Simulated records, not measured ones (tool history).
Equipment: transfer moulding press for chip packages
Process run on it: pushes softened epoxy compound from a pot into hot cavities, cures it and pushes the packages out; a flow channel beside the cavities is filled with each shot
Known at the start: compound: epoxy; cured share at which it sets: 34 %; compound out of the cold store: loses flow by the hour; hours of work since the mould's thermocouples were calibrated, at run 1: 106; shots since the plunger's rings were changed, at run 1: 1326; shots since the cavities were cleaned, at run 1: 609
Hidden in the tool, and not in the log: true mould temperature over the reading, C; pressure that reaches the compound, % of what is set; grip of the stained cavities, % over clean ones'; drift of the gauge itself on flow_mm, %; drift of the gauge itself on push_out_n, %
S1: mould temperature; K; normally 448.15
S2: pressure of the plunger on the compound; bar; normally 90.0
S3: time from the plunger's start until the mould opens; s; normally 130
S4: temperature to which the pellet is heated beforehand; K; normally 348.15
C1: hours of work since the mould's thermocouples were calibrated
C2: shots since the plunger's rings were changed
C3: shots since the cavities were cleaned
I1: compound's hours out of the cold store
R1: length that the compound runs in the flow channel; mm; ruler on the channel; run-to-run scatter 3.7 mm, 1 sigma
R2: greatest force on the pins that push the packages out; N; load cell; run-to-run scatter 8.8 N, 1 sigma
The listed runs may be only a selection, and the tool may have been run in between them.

run,hour,S1,S2,S3,S4,C1,C2,C3,I1,R1,R2
1,0.0,448.15,90.0,130,348.15,106,1326,609,18.2,930,417
2,5.5,446.15,90.0,130,348.15,110,1379,662,21.7,922,430
# hour 8.3: cavities cleaned with cleaning compound and waxed
3,17.7,448.15,90.0,130,348.15,118,1484,92,38.4,840,392
4,23.5,448.15,90.0,127,348.15,122,1541,149,43.4,817,400
5,33.8,448.15,90.0,127,348.15,129,1641,249,35.9,853,399
6,43.1,448.15,90.0,130,343.15,136,1733,341,12.0,961,398
7,52.3,448.15,90.0,130,343.15,142,1823,431,35.1,855,400
8,62.0,448.15,90.0,130,343.15,149,1917,525,41.5,825,405
9,70.7,448.15,90.0,130,343.15,155,2003,611,20.7,927,401
10,76.4,448.15,90.0,130,343.15,159,2059,667,15.6,946,408
# hour 78.7: cavities cleaned with cleaning compound and waxed
11,83.7,448.15,76.7,130,343.15,163,2116,49,18.0,859,400
12,94.8,448.15,90.0,130,348.15,171,2224,157,41.2,830,385
13,103.7,448.15,90.0,130,348.15,177,2311,244,15.9,944,406
14,111.4,448.15,75.8,130,348.15,182,2387,320,12.3,880,404
15,117.9,448.15,75.8,130,348.15,187,2451,384,42.3,761,391
16,128.0,454.15,90.9,140,341.15,194,2549,482,19.1,912,364
17,135.8,456.15,90.0,130,356.15,199,2625,558,35.4,830,362
18,143.7,456.15,90.0,130,356.15,205,2702,635,16.6,911,383
# hour 150.1: cavities cleaned with cleaning compound and waxed
19,151.9,456.15,70.4,126,354.15,210,2768,18,29.4,757,367
20,162.9,448.15,93.5,130,348.15,217,2876,126,21.2,938,412
21,173.8,448.15,93.5,130,348.15,225,2983,233,28.7,904,397
22,182.8,448.15,93.5,130,355.15,231,3071,321,23.9,930,382
23,188.0,448.15,88.3,163,355.15,235,3122,372,28.2,877,364
24,196.1,442.15,108.0,130,348.15,241,3201,451,12.0,1088,544
25,202.6,442.15,91.6,141,341.15,245,3265,515,26.6,927,472
26,208.4,445.15,90.0,123,342.15,249,3321,571,46.1,819,464
27,215.2,445.15,90.0,123,342.15,254,3388,638,48.0,808,452
# hour 220.9: cavities cleaned with cleaning compound and waxed
28,224.6,448.15,79.5,130,351.15,260,3465,36,36.2,799,396
29,234.8,448.15,79.5,130,351.15,267,3565,136,34.8,804,402

What if the next run were any one of these 4? Each begins from the tool's condition after run 29:
A,244.2,448.15,82.2,155,349.15,273,3657,228,37.9,?,?
B,244.2,448.15,90.0,113,348.15,273,3657,228,46.7,?,?
C,244.2,448.15,79.5,130,356.15,273,3657,228,34.5,?,?
D,244.2,441.15,104.4,130,348.15,273,3657,228,46.7,?,?

run,R1,R2
A,804,378
B,806,431
C,805,388
D,888,520
With the hidden condition removed and each run's random variation left untouched, the same runs would have given:
run,R1,R2
A,805,376
B,807,429
C,806,386
D,889,518
